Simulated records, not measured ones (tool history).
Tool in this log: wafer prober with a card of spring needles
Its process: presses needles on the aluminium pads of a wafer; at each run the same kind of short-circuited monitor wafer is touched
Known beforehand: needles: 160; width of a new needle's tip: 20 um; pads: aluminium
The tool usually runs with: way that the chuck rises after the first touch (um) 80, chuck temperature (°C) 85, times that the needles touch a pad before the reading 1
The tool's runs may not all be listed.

run	hour	way that the chuck rises after the first touch (um)	chuck temperature (°C)	times that the needles touch a pad before the reading	resistance of one needle with its contact and lead (mohm)	way that a needle slides on the pad (um)
1	0.0	80	85	1	309	13.56
2	15.1	80	85	1	313	13.53
3	28.1	80	85	1	311	13.50
4	38.0	80	85	3	281	13.50
5	54.0	76	85	1	311	12.82
6	65.0	73	85	1	300	12.31
7	80.5	73	85	1	311	12.25
8	97.0	80	42	1	310	13.51
9	107.0	80	85	1	309	13.47
10	118.4	80	85	1	282	13.45
11	136.3	85	85	1	307	14.23
12	152.3	85	85	1	311	14.25
13	167.6	85	85	1	318	14.22
14	175.4	85	85	1	290	14.21
15	189.8	85	85	1	288	14.22
16	206.7	85	85	1	307	14.21
17	222.4	85	85	1	310	14.48
18	235.0	84	85	1	308	14.31
19	243.4	84	85	1	279	14.27
20	254.1	84	85	1	327	14.29
21	262.4	84	85	1	305	14.29
22	275.1	80	74	3	278	13.60
23	290.6	70	74	3	290	11.90
24	303.4	70	74	3	286	11.90
25	320.2	70	74	3	288	11.88
26	332.0	72	46	2	302	12.21
27	340.6	80	114	3	287	13.58
28	349.9	80	114	3	303	13.58
29	361.6	75	84	1	333	12.70
30	373.0	75	33	2	294	12.71
31	386.8	61	31	1	360	10.31
32	398.9	68	85	1	340	11.50
33	412.2	84	32	2	285	14.21

Withheld: 32 entries from between the runs. Position of each, and hidden state at the listed run before versus the listed run after:
Run 1 -> run 2: tips cleaned on abrasive film (hour 8.1)
  debris on the tips, nm: 29.5 -> 36.6; way that the needles fall short of the set height, um: 0.65 -> 0.71; tips' diameter, um: 20.23 -> 20.25
  what was measured, less what the result would be without the hidden state, resistance of one needle with its contact and lead (mohm): +37 -> +44; way that a needle slides on the pad (um): -0.11 -> -0.12
Run 2 -> run 3: tips cleaned on abrasive film (hour 22.2)
  debris on the tips, nm: 36.6 -> 34.4; way that the needles fall short of the set height, um: 0.71 -> 0.74; tips' diameter, um: 20.25 -> 20.26
  what was measured, less what the result would be without the hidden state, resistance of one needle with its contact and lead (mohm): +44 -> +41; way that a needle slides on the pad (um): -0.12 -> -0.13
Run 3 -> run 4: tips cleaned on abrasive film (hour 35.7)
  debris on the tips, nm: 34.4 -> 18; way that the needles fall short of the set height, um: 0.74 -> 0.77; tips' diameter, um: 20.26 -> 20.27
  what was measured, less what the result would be without the hidden state, resistance of one needle with its contact and lead (mohm): +41 -> +8; way that a needle slides on the pad (um): -0.13 -> -0.13
Run 4 -> run 5: tips cleaned on abrasive film (hour 49.0)
  debris on the tips, nm: 18 -> 29.3; way that the needles fall short of the set height, um: 0.77 -> 0.82; tips' diameter, um: 20.27 -> 20.29
  what was measured, less what the result would be without the hidden state, resistance of one needle with its contact and lead (mohm): +8 -> +39; way that a needle slides on the pad (um): -0.13 -> -0.14
Run 5 -> run 6: tips cleaned on abrasive film (hour 62.3)
  debris on the tips, nm: 29.3 -> 19.1; way that the needles fall short of the set height, um: 0.82 -> 0.88; tips' diameter, um: 20.29 -> 20.31
  what was measured, less what the result would be without the hidden state, resistance of one needle with its contact and lead (mohm): +39 -> +28; way that a needle slides on the pad (um): -0.14 -> -0.15
Run 6 -> run 7: tips cleaned on abrasive film (hour 75.9)
  debris on the tips, nm: 19.1 -> 27.9; way that the needles fall short of the set height, um: 0.88 -> 0.93; tips' diameter, um: 20.31 -> 20.33
  what was measured, less what the result would be without the hidden state, resistance of one needle with its contact and lead (mohm): +28 -> +41; way that a needle slides on the pad (um): -0.15 -> -0.16
Run 7 -> run 8: tips cleaned on abrasive film (hour 89.4)
  debris on the tips, nm: 27.9 -> 41.6; way that the needles fall short of the set height, um: 0.93 -> 0.97; tips' diameter, um: 20.33 -> 20.34
  what was measured, less what the result would be without the hidden state, resistance of one needle with its contact and lead (mohm): +41 -> +55; way that a needle slides on the pad (um): -0.16 -> -0.17
Run 8 -> run 9: tips cleaned on abrasive film (hour 103.0)
  debris on the tips, nm: 41.6 -> 26.6; way that the needles fall short of the set height, um: 0.97 -> 1.01; tips' diameter, um: 20.34 -> 20.35
  what was measured, less what the result would be without the hidden state, resistance of one needle with its contact and lead (mohm): +55 -> +33; way that a needle slides on the pad (um): -0.17 -> -0.17
Run 9 -> run 10: tips cleaned on abrasive film (hour 117.3)
  debris on the tips, nm: 26.6 -> 12.1; way that the needles fall short of the set height, um: 1.01 -> 1.05; tips' diameter, um: 20.35 -> 20.37
  what was measured, less what the result would be without the hidden state, resistance of one needle with its contact and lead (mohm): +33 -> +15; way that a needle slides on the pad (um): -0.17 -> -0.18
Run 10 -> run 11: height of the first contact set anew (hour 122.9); tips cleaned on abrasive film (hour 131.1)
  debris on the tips, nm: 12.1 -> 31.6; way that the needles fall short of the set height, um: 1.05 -> 1.39; tips' diameter, um: 20.37 -> 20.38
  what was measured, less what the result would be without the hidden state, resistance of one needle with its contact and lead (mohm): +15 -> +36; way that a needle slides on the pad (um): -0.18 -> -0.24
Run 11 -> run 12: tips cleaned on abrasive film (hour 145.0)
  debris on the tips, nm: 31.6 -> 37.9; way that the needles fall short of the set height, um: 1.39 -> 1.43; tips' diameter, um: 20.38 -> 20.4
  what was measured, less what the result would be without the hidden state, resistance of one needle with its contact and lead (mohm): +36 -> +43; way that a needle slides on the pad (um): -0.24 -> -0.24
Run 12 -> run 13: tips cleaned on abrasive film (hour 158.9)
  debris on the tips, nm: 37.9 -> 45.5; way that the needles fall short of the set height, um: 1.43 -> 1.48; tips' diameter, um: 20.4 -> 20.41
  what was measured, less what the result would be without the hidden state, resistance of one needle with its contact and lead (mohm): +43 -> +51; way that a needle slides on the pad (um): -0.24 -> -0.26
Run 13 -> run 14: tips cleaned on abrasive film (hour 173.3)
  debris on the tips, nm: 45.5 -> 16.6; way that the needles fall short of the set height, um: 1.48 -> 1.53; tips' diameter, um: 20.41 -> 20.43
  what was measured, less what the result would be without the hidden state, resistance of one needle with its contact and lead (mohm): +51 -> +19; way that a needle slides on the pad (um): -0.26 -> -0.26
Run 14 -> run 15: tips cleaned on abrasive film (hour 186.7)
  debris on the tips, nm: 16.6 -> 23.2; way that the needles fall short of the set height, um: 1.53 -> 1.57; tips' diameter, um: 20.43 -> 20.44
  what was measured, less what the result would be without the hidden state, resistance of one needle with its contact and lead (mohm): +19 -> +26; way that a needle slides on the pad (um): -0.26 -> -0.26
Run 15 -> run 16: tips cleaned on abrasive film (hour 201.2)
  debris on the tips, nm: 23.2 -> 35.6; way that the needles fall short of the set height, um: 1.57 -> 1.61; tips' diameter, um: 20.44 -> 20.46
  what was measured, less what the result would be without the hidden state, resistance of one needle with its contact and lead (mohm): +26 -> +41; way that a needle slides on the pad (um): -0.26 -> -0.27
Run 16 -> run 17: tips cleaned on abrasive film (hour 215.3); height of the first contact set anew, once more (hour 217.5)
  debris on the tips, nm: 35.6 -> 39.8; way that the needles fall short of the set height, um: 1.61 -> 0; tips' diameter, um: 20.46 -> 20.47
  what was measured, less what the result would be without the hidden state, resistance of one needle with its contact and lead (mohm): +41 -> +43; way that a needle slides on the pad (um): -0.27 -> +0.00
Run 17 -> run 18: tips cleaned on abrasive film (hour 229.3)
  debris on the tips, nm: 39.8 -> 35.1; way that the needles fall short of the set height, um: 0 -> 0.06; tips' diameter, um: 20.47 -> 20.49
  what was measured, less what the result would be without the hidden state, resistance of one needle with its contact and lead (mohm): +43 -> +40; way that a needle slides on the pad (um): +0.00 -> -0.01
Run 18 -> run 19: tips cleaned on abrasive film (hour 242.5)
  debris on the tips, nm: 35.1 -> 9.8; way that the needles fall short of the set height, um: 0.06 -> 0.1; tips' diameter, um: 20.49 -> 20.51
  what was measured, less what the result would be without the hidden state, resistance of one needle with its contact and lead (mohm): +40 -> +11; way that a needle slides on the pad (um): -0.01 -> -0.01
Run 20 -> run 21: tips cleaned on abrasive film (hour 256.9)
  debris on the tips, nm: 52.4 -> 29.6; way that the needles fall short of the set height, um: 0.1 -> 0.14; tips' diameter, um: 20.51 -> 20.52
  what was measured, less what the result would be without the hidden state, resistance of one needle with its contact and lead (mohm): +59 -> +34; way that a needle slides on the pad (um): -0.02 -> -0.02
Run 21 -> run 22: tips cleaned on abrasive film (hour 270.6)
  debris on the tips, nm: 29.6 -> 28.8; way that the needles fall short of the set height, um: 0.14 -> 0.18; tips' diameter, um: 20.52 -> 20.53
  what was measured, less what the result would be without the hidden state, resistance of one needle with its contact and lead (mohm): +34 -> +13; way that a needle slides on the pad (um): -0.02 -> -0.03
Run 22 -> run 23: tips cleaned on abrasive film (hour 284.4)
  debris on the tips, nm: 28.8 -> 37.5; way that the needles fall short of the set height, um: 0.18 -> 0.23; tips' diameter, um: 20.53 -> 20.55
  what was measured, less what the result would be without the hidden state, resistance of one needle with its contact and lead (mohm): +13 -> +22; way that a needle slides on the pad (um): -0.03 -> -0.04
Run 23 -> run 24: tips cleaned on abrasive film (hour 297.9)
  debris on the tips, nm: 37.5 -> 33.6; way that the needles fall short of the set height, um: 0.23 -> 0.28; tips' diameter, um: 20.55 -> 20.57
  what was measured, less what the result would be without the hidden state, resistance of one needle with its contact and lead (mohm): +22 -> +19; way that a needle slides on the pad (um): -0.04 -> -0.04
Run 24 -> run 25: tips cleaned on abrasive film (hour 311.2)
  debris on the tips, nm: 33.6 -> 45; way that the needles fall short of the set height, um: 0.28 -> 0.32; tips' diameter, um: 20.57 -> 20.58
  what was measured, less what the result would be without the hidden state, resistance of one needle with its contact and lead (mohm): +19 -> +26; way that a needle slides on the pad (um): -0.04 -> -0.06
Run 25 -> run 26: tips cleaned on abrasive film (hour 324.5)
  debris on the tips, nm: 45 -> 43; way that the needles fall short of the set height, um: 0.32 -> 0.36; tips' diameter, um: 20.58 -> 20.6
  what was measured, less what the result would be without the hidden state, resistance of one needle with its contact and lead (mohm): +26 -> +42; way that a needle slides on the pad (um): -0.06 -> -0.06
Run 26 -> run 27: tips cleaned on abrasive film (hour 338.0)
  debris on the tips, nm: 43 -> 21.3; way that the needles fall short of the set height, um: 0.36 -> 0.41; tips' diameter, um: 20.6 -> 20.62
  what was measured, less what the result would be without the hidden state, resistance of one needle with its contact and lead (mohm): +42 -> +9; way that a needle slides on the pad (um): -0.06 -> -0.07
Run 28 -> run 29: tips cleaned on abrasive film (hour 351.5)
  debris on the tips, nm: 54.3 -> 47.1; way that the needles fall short of the set height, um: 0.41 -> 0.47; tips' diameter, um: 20.62 -> 20.64
  what was measured, less what the result would be without the hidden state, resistance of one needle with its contact and lead (mohm): +23 -> +66; way that a needle slides on the pad (um): -0.07 -> -0.08
Run 29 -> run 30: tips cleaned on abrasive film (hour 365.0)
  debris on the tips, nm: 47.1 -> 43.7; way that the needles fall short of the set height, um: 0.47 -> 0.51; tips' diameter, um: 20.64 -> 20.65
  what was measured, less what the result would be without the hidden state, resistance of one needle with its contact and lead (mohm): +66 -> +40; way that a needle slides on the pad (um): -0.08 -> -0.09
Run 30 -> run 31: tips cleaned on abrasive film (hour 378.4)
  debris on the tips, nm: 43.7 -> 44.8; way that the needles fall short of the set height, um: 0.51 -> 0.55; tips' diameter, um: 20.65 -> 20.66
  what was measured, less what the result would be without the hidden state, resistance of one needle with its contact and lead (mohm): +40 -> +101; way that a needle slides on the pad (um): -0.09 -> -0.10
Run 31 -> run 32: tips cleaned on abrasive film (hour 391.9)
  debris on the tips, nm: 44.8 -> 38.9; way that the needles fall short of the set height, um: 0.55 -> 0.58; tips' diameter, um: 20.66 -> 20.67
  what was measured, less what the result would be without the hidden state, resistance of one needle with its contact and lead (mohm): +101 -> +66; way that a needle slides on the pad (um): -0.10 -> -0.10
Run 32 -> run 33: tips cleaned on abrasive film (hour 405.4)
  debris on the tips, nm: 38.9 -> 40.3; way that the needles fall short of the set height, um: 0.58 -> 0.64; tips' diameter, um: 20.67 -> 20.69
  what was measured, less what the result would be without the hidden state, resistance of one needle with its contact and lead (mohm): +66 -> +31; way that a needle slides on the pad (um): -0.10 -> -0.10

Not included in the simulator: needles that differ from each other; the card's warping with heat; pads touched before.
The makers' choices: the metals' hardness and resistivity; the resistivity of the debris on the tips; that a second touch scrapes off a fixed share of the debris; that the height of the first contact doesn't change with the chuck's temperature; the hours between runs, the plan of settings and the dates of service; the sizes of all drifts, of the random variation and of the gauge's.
